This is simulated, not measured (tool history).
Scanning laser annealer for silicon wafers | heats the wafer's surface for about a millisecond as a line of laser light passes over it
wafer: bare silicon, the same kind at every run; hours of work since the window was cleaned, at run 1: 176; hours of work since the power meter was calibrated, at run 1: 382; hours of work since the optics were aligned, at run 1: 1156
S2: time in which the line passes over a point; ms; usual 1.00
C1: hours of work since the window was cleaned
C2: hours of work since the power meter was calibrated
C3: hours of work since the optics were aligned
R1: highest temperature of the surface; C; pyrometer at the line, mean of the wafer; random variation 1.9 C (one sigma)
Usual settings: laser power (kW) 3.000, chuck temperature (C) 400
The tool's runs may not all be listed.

{"run": 1, "day": 0.0, "laser power (kW)": 3.0, "S2": 1.0, "chuck temperature (C)": 400, "C1": 176, "C2": 382, "C3": 1156, "R1": 1084}
{"run": 2, "day": 0.667, "laser power (kW)": 3.0, "S2": 1.0, "chuck temperature (C)": 400, "C1": 188, "C2": 394, "C3": 1168, "R1": 1087}
{"run": 3, "day": 1.433, "laser power (kW)": 3.0, "S2": 0.72, "chuck temperature (C)": 400, "C1": 202, "C2": 408, "C3": 1182, "R1": 967}
{"run": 4, "day": 2.279, "laser power (kW)": 3.0, "S2": 1.0, "chuck temperature (C)": 378, "C1": 217, "C2": 423, "C3": 1197, "R1": 1062}
{"run": 5, "day": 2.95, "laser power (kW)": 3.0, "S2": 1.0, "chuck temperature (C)": 400, "C1": 229, "C2": 435, "C3": 1209, "R1": 1081}
{"run": 6, "day": 3.925, "laser power (kW)": 3.0, "S2": 1.0, "chuck temperature (C)": 400, "C1": 246, "C2": 452, "C3": 1226, "R1": 1079}
{"run": 7, "day": 4.35, "laser power (kW)": 3.163, "S2": 1.0, "chuck temperature (C)": 400, "C1": 253, "C2": 459, "C3": 1233, "R1": 1124}
{"run": 8, "day": 5.033, "laser power (kW)": 3.163, "S2": 1.0, "chuck temperature (C)": 400, "C1": 266, "C2": 472, "C3": 1246, "R1": 1124}
{"run": 9, "day": 5.817, "laser power (kW)": 3.163, "S2": 1.0, "chuck temperature (C)": 400, "C1": 279, "C2": 485, "C3": 1259, "R1": 1122}
{"run": 10, "day": 6.333, "laser power (kW)": 3.022, "S2": 1.0, "chuck temperature (C)": 400, "C1": 289, "C2": 494, "C3": 1269, "R1": 1085}
{"run": 11, "day": 6.758, "laser power (kW)": 3.022, "S2": 1.0, "chuck temperature (C)": 400, "C1": 296, "C2": 502, "C3": 1276, "R1": 1081}
{"run": 12, "day": 7.221, "laser power (kW)": 3.022, "S2": 1.0, "chuck temperature (C)": 400, "C1": 304, "C2": 510, "C3": 1284, "R1": 1079}
{"run": 13, "day": 7.883, "laser power (kW)": 3.022, "S2": 1.0, "chuck temperature (C)": 400, "C1": 316, "C2": 522, "C3": 1296, "R1": 1078}
{"run": 14, "day": 8.721, "laser power (kW)": 3.022, "S2": 1.0, "chuck temperature (C)": 400, "C1": 331, "C2": 537, "C3": 1311, "R1": 1075}
{"run": 15, "day": 9.679, "laser power (kW)": 3.0, "S2": 1.0, "chuck temperature (C)": 400, "C1": 348, "C2": 554, "C3": 1328, "R1": 1068}
{"run": 16, "day": 10.254, "laser power (kW)": 3.0, "S2": 1.0, "chuck temperature (C)": 400, "C1": 358, "C2": 564, "C3": 1338, "R1": 1069}
{"run": 17, "day": 11.004, "laser power (kW)": 3.0, "S2": 1.0, "chuck temperature (C)": 404, "C1": 371, "C2": 577, "C3": 1351, "R1": 1068}
{"day": 11.479, "done": "window over the wafer cleaned"}
{"run": 18, "day": 11.758, "laser power (kW)": 3.192, "S2": 1.0, "chuck temperature (C)": 400, "C1": 5, "C2": 589, "C3": 1363, "R1": 1158}
{"run": 19, "day": 12.2, "laser power (kW)": 3.192, "S2": 1.0, "chuck temperature (C)": 400, "C1": 13, "C2": 597, "C3": 1371, "R1": 1154}
{"run": 20, "day": 12.996, "laser power (kW)": 3.192, "S2": 1.0, "chuck temperature (C)": 400, "C1": 27, "C2": 611, "C3": 1385, "R1": 1152}
{"run": 21, "day": 13.546, "laser power (kW)": 3.278, "S2": 1.05, "chuck temperature (C)": 405, "C1": 37, "C2": 621, "C3": 1395, "R1": 1202}
{"run": 22, "day": 14.279, "laser power (kW)": 2.673, "S2": 0.84, "chuck temperature (C)": 406, "C1": 50, "C2": 634, "C3": 1408, "R1": 948}
{"run": 23, "day": 15.275, "laser power (kW)": 2.673, "S2": 0.84, "chuck temperature (C)": 406, "C1": 67, "C2": 651, "C3": 1425, "R1": 951}
{"run": 24, "day": 15.775, "laser power (kW)": 2.673, "S2": 0.84, "chuck temperature (C)": 406, "C1": 76, "C2": 660, "C3": 1434, "R1": 946}
{"run": 25, "day": 16.725, "laser power (kW)": 3.0, "S2": 1.0, "chuck temperature (C)": 432, "C1": 93, "C2": 677, "C3": 1451, "R1": 1119}
{"run": 26, "day": 17.621, "laser power (kW)": 3.279, "S2": 1.0, "chuck temperature (C)": 432, "C1": 109, "C2": 693, "C3": 1467, "R1": 1203}
{"run": 27, "day": 18.296, "laser power (kW)": 2.601, "S2": 0.8, "chuck temperature (C)": 380, "C1": 121, "C2": 705, "C3": 1479, "R1": 880}
{"run": 28, "day": 18.829, "laser power (kW)": 2.646, "S2": 0.88, "chuck temperature (C)": 376, "C1": 130, "C2": 714, "C3": 1488, "R1": 920}
{"run": 29, "day": 19.592, "laser power (kW)": 2.608, "S2": 1.22, "chuck temperature (C)": 386, "C1": 144, "C2": 728, "C3": 1502, "R1": 1032}
{"run": 30, "day": 20.025, "laser power (kW)": 2.608, "S2": 1.22, "chuck temperature (C)": 386, "C1": 151, "C2": 736, "C3": 1510, "R1": 1031}
{"run": 31, "day": 20.7, "laser power (kW)": 2.608, "S2": 1.22, "chuck temperature (C)": 386, "C1": 163, "C2": 747, "C3": 1521, "R1": 1034}
{"run": 32, "day": 21.325, "laser power (kW)": 3.075, "S2": 0.81, "chuck temperature (C)": 370, "C1": 174, "C2": 759, "C3": 1533, "R1": 991}
{"run": 33, "day": 21.788, "laser power (kW)": 3.075, "S2": 0.81, "chuck temperature (C)": 370, "C1": 183, "C2": 767, "C3": 1541, "R1": 993}
{"run": 34, "day": 22.308, "laser power (kW)": 2.889, "S2": 1.11, "chuck temperature (C)": 400, "C1": 192, "C2": 776, "C3": 1550, "R1": 1087}
{"run": 35, "day": 22.796, "laser power (kW)": 2.889, "S2": 1.11, "chuck temperature (C)": 400, "C1": 200, "C2": 785, "C3": 1559, "R1": 1090}
{"run": 36, "day": 23.442, "laser power (kW)": 2.889, "S2": 1.11, "chuck temperature (C)": 400, "C1": 212, "C2": 796, "C3": 1570, "R1": 1086}
{"run": 37, "day": 24.342, "laser power (kW)": 2.889, "S2": 1.11, "chuck temperature (C)": 400, "C1": 228, "C2": 812, "C3": 1586, "R1": 1087}

Measured less the same run without the tool's hidden state. The same run-to-run variation is in both; the gauge's scatter may not be:
The hidden state here: light that passes the window, % of a clean one's; laser's true power over the reading, %; width of the line over the set one, %; drift of the gauge itself on peak_c, C.
run=1 R1=-27
run=2 R1=-27
run=3 R1=-24
run=4 R1=-31
run=5 R1=-32
run=6 R1=-33
run=7 R1=-38
run=8 R1=-38
run=9 R1=-40
run=10 R1=-39
run=11 R1=-39
run=12 R1=-41
run=13 R1=-42
run=14 R1=-43
run=15 R1=-45
run=16 R1=-46
run=17 R1=-47
run=18 R1=-15
run=19 R1=-17
run=20 R1=-18
run=21 R1=-20
run=22 R1=-15
run=23 R1=-17
run=24 R1=-17
run=25 R1=-24
run=26 R1=-28
run=27 R1=-20
run=28 R1=-22
run=29 R1=-28
run=30 R1=-29
run=31 R1=-29
run=32 R1=-29
run=33 R1=-30
run=34 R1=-34
run=35 R1=-35
run=36 R1=-36
run=37 R1=-39

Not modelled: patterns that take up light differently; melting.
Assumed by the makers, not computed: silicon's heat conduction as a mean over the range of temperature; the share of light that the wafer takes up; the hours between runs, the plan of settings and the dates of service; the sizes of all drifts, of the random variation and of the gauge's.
